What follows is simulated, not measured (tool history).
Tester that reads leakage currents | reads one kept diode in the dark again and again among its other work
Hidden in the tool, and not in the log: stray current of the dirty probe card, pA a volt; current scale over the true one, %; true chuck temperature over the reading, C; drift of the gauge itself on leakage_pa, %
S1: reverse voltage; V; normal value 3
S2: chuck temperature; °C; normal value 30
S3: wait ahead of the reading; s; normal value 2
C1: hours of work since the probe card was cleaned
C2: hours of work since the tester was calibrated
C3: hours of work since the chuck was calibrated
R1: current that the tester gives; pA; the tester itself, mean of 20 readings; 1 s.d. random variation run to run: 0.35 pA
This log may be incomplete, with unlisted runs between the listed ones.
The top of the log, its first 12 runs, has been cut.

run    hour     S1  S2    S3    C1    C2   C3      R1
 13  1478.6      3  25     2   211  3320  129   80.48
 14  1579.2      3  36     2   286  3395  205  173.22
 15    1694      3  30     2   372  3480  290  111.35
 16  1792.7      3  30  2.72   446  3554  364  110.25
 17  1937.8      3  30  2.72   554  3662  472  108.48
     1954.5  -- tester calibrated
 18  2084.3      3  30  2.72   662    97  580  107.18
 19  2249.7      3  30  2.72   785   220  703  104.54
 20  2319.6    9.1  33  0.71   837   272  755   184.8
 21  2446.4    9.1  33  0.71   932   367  850   181.6
 22  2562.8   3.33  54  0.71  1019   454  937  511.02
     2603.6  -- chuck's temperature calibrated
     2625.2  -- tester calibrated, once more
 23  2650.6      8  23  0.71  1081    19   34   98.72
 24  2815.4      8  23  0.71  1204   142  157    96.4
 25  2977.8      8  26  4.97  1325   263  278   112.6
 26  3129.9   1.19  26  1.91  1439   377  391   61.17
 27  3267.6   1.19  24  1.46  1541   479  494   51.98
 28  3368.2   4.85  27  1.46  1616   554  569    99.7
 29  3475.8  11.06  56  0.72  1697   635  649  854.85
 30  3553.3    1.5  30     2  1755   692  707   82.56
 31  3699.6  14.11  22   4.1  1864   802  816   93.26
 32    3795   2.34  47  0.31  1935   873  887  293.66
       3901  -- chuck's temperature calibrated
 33  3906.4  12.08  22  0.73  2016   954    4  109.36

Here are 3 independent what-if runs from the current tool condition. What would each one return?
  A  4014.5  2.16  30  0.47  2097  1035  85   ?
  B  4014.5  1.96  22  0.73  2097  1035  85   ?
  C  4014.5   7.8  37     2  2097  1035  85   ?

run      R1
  A  106.78
  B   58.34
  C   252.6
With the hidden condition removed and each run's random variation left untouched, the same runs would have given:
run      R1
  A  106.45
  B   57.91
  C  250.83
